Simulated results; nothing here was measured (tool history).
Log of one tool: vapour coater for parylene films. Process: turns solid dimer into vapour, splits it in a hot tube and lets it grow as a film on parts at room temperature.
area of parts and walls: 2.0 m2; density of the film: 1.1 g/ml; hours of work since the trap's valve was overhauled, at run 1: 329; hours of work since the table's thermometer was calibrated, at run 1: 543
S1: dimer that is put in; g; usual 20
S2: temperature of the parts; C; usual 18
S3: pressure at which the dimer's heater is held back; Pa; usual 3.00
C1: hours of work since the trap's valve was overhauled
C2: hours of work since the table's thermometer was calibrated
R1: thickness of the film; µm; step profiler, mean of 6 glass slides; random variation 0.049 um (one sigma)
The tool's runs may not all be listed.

run   hour  S1  S2    S3   C1   C2    R1
  1    0.0  20  18  3.00  329  543  5.20
  2   16.5  20  18  3.00  340  555  5.21
  3   36.1  20  18  3.00  354  569  5.15
  4   63.9  18  18  3.00  374  589  4.58
  5   81.0  18  18  3.00  386  601  4.64
      87.1  -- trap's valve overhauled
  6  109.4  20  18  3.00   16  619  5.09
  7  133.2  10  18  3.00   33  636  2.56
  8  148.9  10  18  3.00   44  647  2.52
  9  170.9  20  18  3.00   60  662  5.07
 10  185.7  22  18  3.00   70  673  5.46
 11  218.5  20  29  3.56   94  696  3.81
     226.1  -- trap's valve overhauled, once more
 12  241.4   8  17  3.36   11  710  2.29
 13  272.8  29  16  5.31   33  732  8.04
 14  304.7  29  16  5.31   56  755  8.15
 15  331.4  14  15  3.00   75  774  4.19
 16  355.3  10  15  3.00   92  791  2.95
 17  381.4  10  15  3.00  111  810  2.93
 18  398.5  10  15  3.00  123  822  2.87

5 ways to go on from here, each from the tool as it stands after run 18. What would each give?
  A  422.7  23  12  5.45  140  839   ?
  B  422.7  20  11  3.00  140  839   ?
  C  422.7  10  19  3.00  140  839   ?
  D  422.7  10  10  3.00  140  839   ?
  E  422.7  26  17  3.00  140  839   ?

run    R1
  A  7.03
  B  6.39
  C  2.64
  D  3.27
  E  7.30
Without the tool's hidden state the same runs would have given:
run    R1
  A  7.18
  B  6.52
  C  2.69
  D  3.34
  E  7.46
